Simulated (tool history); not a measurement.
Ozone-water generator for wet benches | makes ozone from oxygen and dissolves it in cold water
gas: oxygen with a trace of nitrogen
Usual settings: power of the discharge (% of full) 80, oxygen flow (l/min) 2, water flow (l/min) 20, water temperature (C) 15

run,hour,power of the discharge (% of full),oxygen flow (l/min),water flow (l/min),water temperature (C),dissolved ozone (ppm),ozone in the gas ahead of the water (g/m3)
1,0,80,2,20,15,18.1,293.9
2,57.8,80,2,20,19,17.8,291.5
3,104.2,80,2,20,15,18,291.1
4,132.2,80,1.6,20,15,16.4,320.4
5,167.9,80,1.6,20,15,16.6,317.1
6,194.6,80,1.6,28,15,11,318.2
7,223.2,44,2,20,15,11.7,189.2
8,269.9,42,2,20,15,11.3,183.1
9,313,42,2,20,15,11.3,184.1
10,348.3,42,2,20,15,11.3,183.9
11,380.9,80,2,20,15,17.6,291.3
12,424.8,54,2,20,15,13.7,218.8
13,477.5,99,2,20,15,21.1,340.3
14,504.6,99,2,20,15,20.7,339.8
15,530.3,80,2,20,15,17.8,288.9
16,570.1,80,3.51,20,15,21.7,235.1
17,602.2,80,2,12,22,27.4,290.9
18,661.1,70,2,12,7,28.8,265.1
19,694.4,100,2,20,15,21.1,341.6
20,745.4,82,2,20,15,18.5,295.1
# hour 754.2: contactor cleaned
21,775,55,2,18,12,15.4,222
22,800.7,41,1.62,20,15,9.8,195
23,824.8,41,1.62,20,15,10,194.5
24,854.2,41,1.62,20,15,9.8,192.6
25,888.1,80,3.49,24,21,16.8,235
26,923.9,80,2.6,24,10,16.4,261.4
27,981.3,54,2,20,15,13.2,217.8
# hour 991.7: contactor cleaned, once more
# hour 1023.6: water thermometer calibrated
28,1028,51,1.47,20,15,11.7,233.5
29,1059.2,83,1.13,17,20,16.8,358.3
30,1104.4,65,1.18,12,9,21.8,300.8
31,1138.4,65,1.18,12,9,22.2,300.2
32,1171.7,70,1.18,16,11,17.1,315.8

3 ways to go on from here, each from the tool as it stands after run 32. What would each give?
A,1224.1,70,1.18,19,11,?,?
B,1224.1,52,1.93,20,15,?,?
C,1224.1,70,2.73,16,11,?,?

run,dissolved ozone (ppm),ozone in the gas ahead of the water (g/m3)
A,14.2,316.3
B,13.2,215.2
C,24.1,234.1
Without the tool's hidden state the same runs would have given:
run,dissolved ozone (ppm),ozone in the gas ahead of the water (g/m3)
A,14.7,327.2
B,13.6,221
C,25,242.2
